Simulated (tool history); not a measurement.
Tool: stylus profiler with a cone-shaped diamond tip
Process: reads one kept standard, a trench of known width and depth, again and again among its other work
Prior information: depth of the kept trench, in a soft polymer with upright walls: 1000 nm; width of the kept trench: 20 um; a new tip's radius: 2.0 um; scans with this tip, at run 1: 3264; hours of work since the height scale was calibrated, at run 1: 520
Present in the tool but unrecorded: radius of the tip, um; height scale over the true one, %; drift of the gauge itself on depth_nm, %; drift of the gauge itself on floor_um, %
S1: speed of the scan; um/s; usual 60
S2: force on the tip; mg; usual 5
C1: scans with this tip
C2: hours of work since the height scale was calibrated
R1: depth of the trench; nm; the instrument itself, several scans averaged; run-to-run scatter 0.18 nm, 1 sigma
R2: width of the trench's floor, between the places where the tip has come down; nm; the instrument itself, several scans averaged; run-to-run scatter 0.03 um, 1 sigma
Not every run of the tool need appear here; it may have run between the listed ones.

run,day,S1,S2,C1,C2,R1,R2
1,0,60,5,3264,520,1016.78,15980
2,1.442,60,5,3410,544,1017.07,15970
3,2.679,60,5,3536,564,1017.09,15960
4,4.671,51,5,3738,596,1017.02,15960
5,6.538,51,5,3928,626,1016.99,15920
6,7.725,51,5,4048,645,1017.34,15900
7,9.892,51,5,4268,680,1017.28,15910
8,11.446,51,5,4426,705,1017.2,15880
9,12.65,50,5,4548,725,1017.45,15840
10,14.917,60,5,4779,762,1017.59,15820
11,17.042,60,5,4995,796,1017.33,15820
12,18.192,60,5,5111,815,1017.38,15850
13,20.354,60,5,5331,850,1017.37,15740
14,21.392,60,5,5436,866,1017.4,15680
15,23.483,138,5,5649,900,1017.57,15580
16,24.529,60,7.08,5755,917,1021.72,15720
17,26.588,60,7.08,5964,951,1021.87,15700
18,27.712,60,5,6078,969,1017.69,15650
19,29.862,21,5,6296,1004,1017.68,15690
20,31.242,21,5,6437,1026,1017.84,15690
21,33.533,21,5,6669,1063,1017.9,15640
22,34.667,21,5,6784,1081,1018.11,15670
23,36.488,21,5,6969,1111,1018.09,15600
24,38.579,67,5.21,7181,1145,1018.89,15610
25,39.821,67,5.21,7308,1165,1018.64,15550
26,42.062,67,7.44,7536,1201,1023.46,15480
27,43.992,67,7.44,7731,1232,1023.14,15460
28,46.021,67,5.02,7937,1265,1018.18,15490
29,46.996,37,2.12,8036,1281,1011.16,15440
30,48.475,37,2.12,8186,1305,1010.96,15430
31,49.617,16,3.67,8303,1323,1015.66,15520
32,51.867,48,5,8531,1360,1018.4,15380
33,52.833,60,2.49,8629,1375,1012.17,15360
34,54.462,110,5,8795,1402,1018.24,15310
35,56.183,60,14.25,8969,1430,1035.36,15410
36,57.521,28,6.67,9105,1451,1022.09,15410
37,59.675,28,12.63,9324,1486,1032.76,15420
38,61.962,238,8.56,9556,1523,1025.99,15040
39,63.892,77,9.42,9752,1554,1027.6,15300
40,65.238,77,9.42,9889,1576,1027.61,15280
41,67.242,77,9.42,10092,1608,1027.62,15210
42,69.333,77,9.42,10305,1642,1027.61,15250
43,71.154,37,2.1,10489,1672,1012.04,15250
44,72.425,55,3.89,10619,1692,1016.64,15220

Predict each of these 3 candidate next runs independently; none follows another, all start after run 44:
A,73.721,82,3.41,10750,1713,?,?
B,73.721,39,10.56,10750,1713,?,?
C,73.721,86,4.51,10750,1713,?,?

run,R1,R2
A,1014.92,15080
B,1029.9,15210
C,1018.08,15140
Without the tool's hidden state the same runs would have given:
run,R1,R2
A,1012.4,16340
B,1027.34,16470
C,1015.55,16390
